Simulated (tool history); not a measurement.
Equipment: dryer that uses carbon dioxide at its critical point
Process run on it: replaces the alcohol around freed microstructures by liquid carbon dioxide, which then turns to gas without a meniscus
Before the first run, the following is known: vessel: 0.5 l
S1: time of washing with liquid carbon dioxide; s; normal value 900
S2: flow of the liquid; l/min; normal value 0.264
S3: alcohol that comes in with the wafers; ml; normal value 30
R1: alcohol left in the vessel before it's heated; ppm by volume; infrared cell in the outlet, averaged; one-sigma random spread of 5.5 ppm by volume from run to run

{"run": 1, "hour": 0.0, "S1": 900, "S2": 0.264, "S3": 30, "R1": 268}
{"run": 2, "hour": 13.1, "S1": 900, "S2": 0.264, "S3": 30, "R1": 255}
{"run": 3, "hour": 27.4, "S1": 900, "S2": 0.264, "S3": 30, "R1": 281}
{"run": 4, "hour": 53.4, "S1": 900, "S2": 0.264, "S3": 30, "R1": 285}
{"run": 5, "hour": 71.6, "S1": 900, "S2": 0.264, "S3": 30, "R1": 283}
{"run": 6, "hour": 93.3, "S1": 900, "S2": 0.264, "S3": 30, "R1": 295}
{"run": 7, "hour": 117.1, "S1": 900, "S2": 0.264, "S3": 30, "R1": 309}
{"run": 8, "hour": 135.3, "S1": 900, "S2": 0.264, "S3": 30, "R1": 307}
{"run": 9, "hour": 159.7, "S1": 1080, "S2": 0.264, "S3": 30, "R1": 162}
{"run": 10, "hour": 184.7, "S1": 1080, "S2": 0.264, "S3": 30, "R1": 164}
{"run": 11, "hour": 205.4, "S1": 1080, "S2": 0.264, "S3": 30, "R1": 164}
{"run": 12, "hour": 221.7, "S1": 720, "S2": 0.264, "S3": 30, "R1": 873}
{"run": 13, "hour": 244.7, "S1": 720, "S2": 0.264, "S3": 30, "R1": 886}
{"run": 14, "hour": 259.3, "S1": 1020, "S2": 0.264, "S3": 25, "R1": 193}
{"run": 15, "hour": 273.5, "S1": 1140, "S2": 0.35, "S3": 30, "R1": 97}
{"run": 16, "hour": 292.0, "S1": 1140, "S2": 0.35, "S3": 30, "R1": 83}
{"run": 17, "hour": 318.8, "S1": 660, "S2": 0.439, "S3": 92, "R1": 400}
{"run": 18, "hour": 331.9, "S1": 660, "S2": 0.278, "S3": 92, "R1": 3423}
{"run": 19, "hour": 345.1, "S1": 660, "S2": 0.278, "S3": 92, "R1": 3417}
{"run": 20, "hour": 365.9, "S1": 960, "S2": 0.285, "S3": 40, "R1": 292}

Predict the results of run 21:
{"run": 21, "hour": 384.7, "S1": 900, "S2": 0.272, "S3": 102, "R1": "?"}

{"run 21": {"R1": 1094}}
Minus the tool's unlogged condition, the same run would have read R1 405 ppm by volume.
